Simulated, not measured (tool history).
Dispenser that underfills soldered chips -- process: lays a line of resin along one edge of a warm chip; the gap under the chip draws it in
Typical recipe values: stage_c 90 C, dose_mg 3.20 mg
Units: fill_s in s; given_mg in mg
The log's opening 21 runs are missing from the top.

run   hour  stage_c  dose_mg  fill_s  given_mg
 22   87.2      105     3.14    10.0      3.11
      91.9  -- new syringe of resin
 23   92.9      105     3.14     8.5      3.10
 24   97.9      105     3.14    10.5      3.09
     101.4  -- new syringe of resin
 25  103.1      103     4.16     8.7      4.09
 26  105.6      105     3.02     9.4      2.94
 27  109.1       84     3.66    18.3      3.60
     110.9  -- new syringe of resin
 28  114.6       84     3.66    15.5      3.56
 29  119.0       90     3.77    15.6      3.65
     120.2  -- new syringe of resin
 30  123.0       90     3.77    13.6      3.64
 31  126.0       82     3.41    18.6      3.30
 32  128.6       82     2.92    20.2      2.83
     129.6  -- new syringe of resin
 33  131.6       82     2.92    16.5      2.80
 34  135.5      103     3.96    10.2      3.80
     138.9  -- new syringe of resin
 35  140.2       85     3.05    15.1      2.93

Below are 4 alternative next runs, each starting from the tool's condition after run 35. Predict each:
  A  145.2       78     3.16       ?         ?
  B  145.2       90     2.79       ?         ?
  C  145.2       99     3.05       ?         ?
  D  145.2       83     3.20       ?         ?

run  fill_s  given_mg
  A    21.2      3.01
  B    16.0      2.72
  C    11.6      2.88
  D    18.3      3.05
With the hidden condition removed and each run's random variation left untouched, the same runs would have given:
run  fill_s  given_mg
  A    16.5      3.15
  B    12.5      2.85
  C     9.0      3.02
  D    14.4      3.20
